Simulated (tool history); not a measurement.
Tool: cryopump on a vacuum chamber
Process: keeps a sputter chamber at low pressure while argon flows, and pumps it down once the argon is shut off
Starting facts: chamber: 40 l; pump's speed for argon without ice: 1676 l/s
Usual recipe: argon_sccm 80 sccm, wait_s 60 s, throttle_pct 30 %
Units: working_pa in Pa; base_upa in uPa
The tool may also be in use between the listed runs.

Run 1, hour 0: usual settings. Result: working_pa 0.271 Pa, base_upa 2.08 uPa.
Run 2, hour 22.3: usual settings but argon_sccm 71 sccm. Result: working_pa 0.244 Pa, base_upa 2.12 uPa.
Run 3, hour 34.9: usual settings. Result: working_pa 0.2703 Pa, base_upa 2.12 uPa.
Run 4, hour 57.7: usual settings. Result: working_pa 0.2695 Pa, base_upa 2.19 uPa.
Run 5, hour 80.7: usual settings. Result: working_pa 0.273 Pa, base_upa 2.15 uPa.
Run 6, hour 106: usual settings but argon_sccm 112 sccm. Result: working_pa 0.3833 Pa, base_upa 2.13 uPa.
Run 7, hour 128.7: usual settings but argon_sccm 112 sccm. Result: working_pa 0.381 Pa, base_upa 2.19 uPa.
Run 8, hour 146.6: usual settings but wait_s 33 s. Result: working_pa 0.2723 Pa, base_upa 3.16 uPa.
Run 9, hour 166.7: usual settings but argon_sccm 50 sccm. Result: working_pa 0.1706 Pa, base_upa 2.13 uPa.
Run 10, hour 193.5: usual settings but argon_sccm 50 sccm. Result: working_pa 0.1713 Pa, base_upa 2.26 uPa.
Run 11, hour 213.7: usual settings but argon_sccm 50 sccm. Result: working_pa 0.1703 Pa, base_upa 2.28 uPa.
Run 12, hour 229: usual settings but argon_sccm 50 sccm. Result: working_pa 0.1714 Pa, base_upa 2.3 uPa.
Run 13, hour 254.3: usual settings but argon_sccm 49 sccm. Result: working_pa 0.1665 Pa, base_upa 2.27 uPa.
Run 14, hour 281.4: usual settings but throttle_pct 38 %. Result: working_pa 0.217 Pa, base_upa 2.26 uPa.
Run 15, hour 307.5: usual settings but throttle_pct 38 %. Result: working_pa 0.2184 Pa, base_upa 2.19 uPa.
Run 16, hour 333.9: usual settings but throttle_pct 38 %. Result: working_pa 0.2188 Pa, base_upa 2.3 uPa.
Run 17, hour 352.6: usual settings but throttle_pct 33 %. Result: working_pa 0.2522 Pa, base_upa 2.26 uPa.
Run 18, hour 377.3: usual settings but throttle_pct 33 %. Result: working_pa 0.2496 Pa, base_upa 2.37 uPa.
Run 19, hour 401.7: usual settings but argon_sccm 72 sccm, wait_s 134 s, throttle_pct 38 %. Result: working_pa 0.1957 Pa, base_upa 1.68 uPa.
Run 20, hour 418.4: usual settings but argon_sccm 42 sccm, wait_s 276 s, throttle_pct 38 %. Result: working_pa 0.1149 Pa, base_upa 1.42 uPa.
Run 21, hour 437.1: usual settings but argon_sccm 34 sccm, throttle_pct 17 %. Result: working_pa 0.2034 Pa, base_upa 2.33 uPa.
Run 22, hour 458: usual settings but argon_sccm 34 sccm, throttle_pct 17 %. Result: working_pa 0.2048 Pa, base_upa 2.37 uPa.
Run 23, hour 476.5: usual settings but argon_sccm 34 sccm, throttle_pct 40 %. Result: working_pa 0.0886 Pa, base_upa 2.42 uPa.
Run 24, hour 501.4: usual settings but wait_s 248 s, throttle_pct 50 %. Result: working_pa 0.1702 Pa, base_upa 1.57 uPa.
Run 25, hour 514.3: usual settings but wait_s 248 s, throttle_pct 50 %. Result: working_pa 0.1688 Pa, base_upa 1.57 uPa.
Run 26, hour 538.2: usual settings but argon_sccm 105 sccm. Result: working_pa 0.366 Pa, base_upa 2.45 uPa.
Run 27, hour 557.3: usual settings but argon_sccm 76 sccm. Result: working_pa 0.2627 Pa, base_upa 2.47 uPa.
Run 28, hour 571.1: usual settings but argon_sccm 76 sccm. Result: working_pa 0.2629 Pa, base_upa 2.5 uPa.
Run 29, hour 582.9: usual settings but argon_sccm 76 sccm. Result: working_pa 0.2632 Pa, base_upa 2.44 uPa.
Run 30, hour 608.1: usual settings but argon_sccm 57 sccm, throttle_pct 18 %. Result: working_pa 0.3264 Pa, base_upa 2.36 uPa.
Run 31, hour 626.9: usual settings but argon_sccm 121 sccm, wait_s 23 s, throttle_pct 18 %. Result: working_pa 0.6907 Pa, base_upa 4.31 uPa.
Run 32, hour 645.8: usual settings but argon_sccm 121 sccm, wait_s 23 s, throttle_pct 18 %. Result: working_pa 0.69 Pa, base_upa 4.4 uPa.
Run 33, hour 657.5: usual settings but argon_sccm 44 sccm, wait_s 23 s, throttle_pct 16 %. Result: working_pa 0.2785 Pa, base_upa 4.37 uPa.

Subtracting, for every run, the result it would have given without the tool's unlogged condition from the measured result gives the following. The same run-to-run variation enters both numbers; the gauge's scatter may not:
The tool's hidden condition here consists of: pump's speed, % of a pump's without ice; cold plate's temperature, K; leak into the chamber, uPa l/s; drift of the gauge itself on working_pa, %; drift of the gauge itself on base_upa, %.
run  working_pa  base_upa
  1     +0.0027     +0.76
  2     +0.0026     +0.79
  3      +0.003     +0.79
  4     +0.0032     +0.82
  5     +0.0035     +0.81
  6     +0.0052     +0.84
  7     +0.0054     +0.85
  8     +0.0041     +0.85
  9     +0.0027     +0.85
 10     +0.0028     +0.89
 11      +0.003      +0.9
 12     +0.0031     +0.92
 13     +0.0031     +0.93
 14     +0.0054     +0.93
 15     +0.0056     +0.92
 16     +0.0059     +0.97
 17     +0.0061     +0.96
 18     +0.0062     +1.01
 19     +0.0058        +1
 20     +0.0035        +1
 21     +0.0029     +1.02
 22      +0.003     +1.04
 23     +0.0031     +1.07
 24     +0.0075      +1.1
 25     +0.0075     +1.09
 26     +0.0103      +1.1
 27     +0.0076     +1.12
 28     +0.0077     +1.14
 29     +0.0079     +1.11
 30     +0.0061     +1.12
 31     +0.0131     +1.14
 32     +0.0134     +1.18
 33     +0.0049     +1.17
